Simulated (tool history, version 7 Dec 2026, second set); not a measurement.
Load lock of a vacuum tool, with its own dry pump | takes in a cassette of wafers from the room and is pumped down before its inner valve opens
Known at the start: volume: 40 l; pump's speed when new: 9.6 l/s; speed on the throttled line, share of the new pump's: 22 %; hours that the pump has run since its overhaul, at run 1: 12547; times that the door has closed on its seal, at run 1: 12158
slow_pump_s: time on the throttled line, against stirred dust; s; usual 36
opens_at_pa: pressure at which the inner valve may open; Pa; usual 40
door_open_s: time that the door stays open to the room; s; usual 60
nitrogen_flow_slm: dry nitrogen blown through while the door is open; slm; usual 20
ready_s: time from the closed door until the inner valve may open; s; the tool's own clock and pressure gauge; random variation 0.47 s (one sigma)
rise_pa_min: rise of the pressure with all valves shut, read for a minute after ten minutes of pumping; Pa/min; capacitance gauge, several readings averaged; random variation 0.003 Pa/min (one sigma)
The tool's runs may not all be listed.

run     day  slow_pump_s  opens_at_pa  door_open_s  nitrogen_flow_slm  hours that the pump has run since its overhaul  times that the door has closed on its seal  incoming humidity of the room's air, %  ready_s  rise_pa_min
  1   0.000           36           40           60                 20                                           12547                                       12158                                    46.8     67.1        0.098
  2  14.875           36           40           60                  4                                           12904                                       13691                                    44.1     67.2        0.151
  3  27.800           36           40           60                  4                                           13214                                       15022                                    48.5     67.3        0.178
  4  35.517           36           40           60                 20                                           13400                                       15818                                    45.4     67.9        0.143
  5  53.321           36           40           60                 20                                           13827                                       17652                                    47.9     67.6        0.163
  6  69.225           36           40           60                 20                                           14209                                       19291                                    45.2     68.5        0.189
  7  85.583           36           40           60                 20                                           14601                                       20976                                    41.3     67.9        0.217
  8  95.067           36           40           60                 20                                           14829                                       21953                                    43.2     68.4        0.225

Run 9 comes next. What will it give?
  9  112.962           37           40           60                 26                                           15258                                       23797                                    42.0        ?            ?

ready_s: 68.4 s
rise_pa_min: 0.260 Pa/min
Without the tool's hidden state the same run would have given ready_s 60.6 s, rise_pa_min 0.025 Pa/min.
